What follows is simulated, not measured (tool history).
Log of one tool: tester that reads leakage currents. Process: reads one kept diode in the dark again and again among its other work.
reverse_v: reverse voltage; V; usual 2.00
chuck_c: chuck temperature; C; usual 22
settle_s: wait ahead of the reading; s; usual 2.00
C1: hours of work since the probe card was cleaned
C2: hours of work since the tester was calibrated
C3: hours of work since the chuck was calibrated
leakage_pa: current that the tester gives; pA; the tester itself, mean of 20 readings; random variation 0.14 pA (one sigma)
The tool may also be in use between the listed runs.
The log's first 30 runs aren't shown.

{"run": 31, "hour": 744.8, "reverse_v": 1.17, "chuck_c": 41, "settle_s": 2.0, "C1": 134, "C2": 1352, "C3": 1388, "leakage_pa": 179.16}
{"run": 32, "hour": 774.0, "reverse_v": 2.0, "chuck_c": 33, "settle_s": 0.89, "C1": 156, "C2": 1374, "C3": 1410, "leakage_pa": 117.57}
{"run": 33, "hour": 800.9, "reverse_v": 2.0, "chuck_c": 25, "settle_s": 2.0, "C1": 177, "C2": 1395, "C3": 1430, "leakage_pa": 58.6}
{"run": 34, "hour": 829.2, "reverse_v": 2.0, "chuck_c": 22, "settle_s": 1.01, "C1": 198, "C2": 1416, "C3": 1452, "leakage_pa": 45.44}
{"run": 35, "hour": 853.2, "reverse_v": 1.15, "chuck_c": 49, "settle_s": 2.0, "C1": 216, "C2": 1435, "C3": 1470, "leakage_pa": 330.87}
{"run": 36, "hour": 872.9, "reverse_v": 1.87, "chuck_c": 36, "settle_s": 2.0, "C1": 231, "C2": 1450, "C3": 1485, "leakage_pa": 146.4}
{"run": 37, "hour": 901.0, "reverse_v": 9.14, "chuck_c": 22, "settle_s": 6.41, "C1": 253, "C2": 1471, "C3": 1506, "leakage_pa": 86.31}
{"run": 38, "hour": 928.8, "reverse_v": 11.63, "chuck_c": 43, "settle_s": 0.65, "C1": 274, "C2": 1492, "C3": 1527, "leakage_pa": 559.1}
{"run": 39, "hour": 958.4, "reverse_v": 1.22, "chuck_c": 43, "settle_s": 1.55, "C1": 296, "C2": 1515, "C3": 1550, "leakage_pa": 214.33}

Forecast each of these 4 alternatives for the next run:
{"run": "A", "hour": 984.5, "reverse_v": 2.0, "chuck_c": 60, "settle_s": 9.89, "C1": 316, "C2": 1534, "C3": 1570, "leakage_pa": "?"}
{"run": "B", "hour": 984.5, "reverse_v": 13.23, "chuck_c": 43, "settle_s": 8.99, "C1": 316, "C2": 1534, "C3": 1570, "leakage_pa": "?"}
{"run": "C", "hour": 984.5, "reverse_v": 1.49, "chuck_c": 43, "settle_s": 1.55, "C1": 316, "C2": 1534, "C3": 1570, "leakage_pa": "?"}
{"run": "D", "hour": 984.5, "reverse_v": 1.8, "chuck_c": 49, "settle_s": 1.55, "C1": 316, "C2": 1534, "C3": 1570, "leakage_pa": "?"}

run=A leakage_pa=932.20
run=B leakage_pa=587.18
run=C leakage_pa=232.92
run=D leakage_pa=399.81
Without the tool's hidden state the same runs would have given:
run=A leakage_pa=932.76
run=B leakage_pa=587.56
run=C leakage_pa=233.08
run=D leakage_pa=400.07

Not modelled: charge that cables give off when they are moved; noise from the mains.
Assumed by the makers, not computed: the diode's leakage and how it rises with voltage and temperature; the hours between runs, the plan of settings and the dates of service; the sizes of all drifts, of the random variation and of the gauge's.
